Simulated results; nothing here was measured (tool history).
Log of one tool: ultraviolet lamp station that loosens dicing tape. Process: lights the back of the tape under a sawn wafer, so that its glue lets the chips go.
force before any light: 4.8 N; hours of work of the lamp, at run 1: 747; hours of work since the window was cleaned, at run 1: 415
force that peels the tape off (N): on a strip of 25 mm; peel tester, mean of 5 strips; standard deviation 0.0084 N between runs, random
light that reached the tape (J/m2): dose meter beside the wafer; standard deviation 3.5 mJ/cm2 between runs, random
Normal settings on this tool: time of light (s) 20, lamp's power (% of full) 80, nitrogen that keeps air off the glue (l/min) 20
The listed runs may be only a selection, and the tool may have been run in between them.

run      day  time of light (s)  lamp's power (% of full)  nitrogen that keeps air off the glue (l/min)  hours of work of the lamp  hours of work since the window was cleaned  force that peels the tape off (N)  light that reached the tape (J/m2)
  1    0.000                 20                        80                                            20                        747                                         415                              0.893                                3520
  2    2.950                 20                        80                                            20                        789                                         458                              0.932                                3400
  3    6.429                 20                        80                                            20                        839                                         507                              1.019                                3230
  4   10.121                 20                        80                                            20                        891                                         560                              1.064                                3120
  5   13.517                 20                        80                                            20                        940                                         608                              1.180                                2940
      14.138  -- window cleaned of glue's vapour
      14.908  -- lamp changed
  6   16.821                 20                        80                                            14                         27                                          38                              0.477                                5580
  7   20.621                 20                        80                                            14                         82                                          92                              0.532                                5390
  8   22.229                 20                        80                                            20                        105                                         115                              0.420                                5350
  9   25.804                 20                        80                                            20                        156                                         166                              0.448                                5160
 10   29.629                 20                        80                                            20                        210                                         221                              0.467                                4930
 11   31.742                 20                        68                                            20                        240                                         251                              0.670                                4130
 12   35.192                 20                        81                                            20                        290                                         300                              0.515                                4800
 13   38.817                 20                        81                                            20                        341                                         352                              0.546                                4640
 14   42.721                 20                        81                                            20                        397                                         408                              0.606                                4470
 15   45.508                 20                        80                                            20                        437                                         447                              0.624                                4300
 16   48.358                 20                        80                                            20                        478                                         488                              0.670                                4150
 17   51.229                 20                        80                                            20                        519                                         529                              0.711                                3960
 18   53.850                 20                        80                                            20                        556                                         566                              0.740                                3880
 19   57.142                 20                        80                                            20                        603                                         613                              0.791                                3780
      57.529  -- window cleaned of glue's vapour
 20   60.192                 20                        80                                            20                        646                                          38                              0.738                                3950
 21   63.646                 13                        80                                            37                        696                                          87                              1.097                                2470
 22   66.067                 13                        80                                            37                        730                                         122                              1.160                                2400
 23   68.379                 12                        78                                            12                        763                                         155                              2.083                                2130
 24   71.079                 11                        69                                            14                        802                                         193                              2.376                                1670
 25   72.858                 30                        64                                            37                        827                                         219                              0.447                                4080
 26   75.342                 13                        65                                            20                        863                                         254                              2.033                                1710
 27   79.088                 13                        95                                            20                        916                                         308                              1.441                                2440
      82.167  -- lamp changed
 28   82.933                 13                        95                                            20                         11                                         362                              0.638                                4220
 29   85.217                 19                        74                                             8                         44                                         395                              1.019                                4670
 30   88.408                 17                        80                                            36                         89                                         440                              0.381                                4460
 31   90.992                 26                        80                                            36                        126                                         477                              0.150                                6610
 32   94.542                 26                        80                                            36                        177                                         528                              0.162                                6390
 33   97.129                 34                        90                                            22                        214                                         565                              0.107                                9170
 34   99.188                 20                        61                                            22                        243                                         594                              0.828                                3610
     100.850  -- window cleaned of glue's vapour
 35  102.608                 20                        61                                            22                        292                                          25                              0.747                                3820
 36  105.833                 36                        61                                            22                        338                                          71                              0.224                                6640
 37  108.417                 19                        79                                            11                        374                                         108                              0.928                                4400

Describe how what the log doesn't record of the tool's condition differs between the last listed run preceding each entry between runs and the first listed run following it.
Runs 5 to 6: window cleaned of glue's vapour (day 14.138); lamp changed (day 14.908)
  lamp's light, % of a new lamp's: 55.7 -> 97.4; light that the window lets through, % of a clean one's: 92.3 -> 99.5
  measured minus no-state result, force that peels the tape off (N): +0.830 -> +0.030; light that reached the tape (J/m2): -2800 -> -180
Runs 19 to 20: window cleaned of glue's vapour (day 57.529)
  lamp's light, % of a new lamp's: 71.1 -> 69.1; light that the window lets through, % of a clean one's: 92.2 -> 99.3
  measured minus no-state result, force that peels the tape off (N): +0.450 -> +0.393; light that reached the tape (J/m2): -1990 -> -1800
Runs 27 to 28: lamp changed (day 82.167)
  lamp's light, % of a new lamp's: 56.8 -> 99.2; light that the window lets through, % of a clean one's: 95.9 -> 95.3
  measured minus no-state result, force that peels the tape off (N): +0.873 -> +0.065; light that reached the tape (J/m2): -2010 -> -240
Runs 34 to 35: window cleaned of glue's vapour (day 100.850)
  lamp's light, % of a new lamp's: 89 -> 86.7; light that the window lets through, % of a clean one's: 92.4 -> 99.2
  measured minus no-state result, force that peels the tape off (N): +0.251 -> +0.183; light that reached the tape (J/m2): -790 -> -610
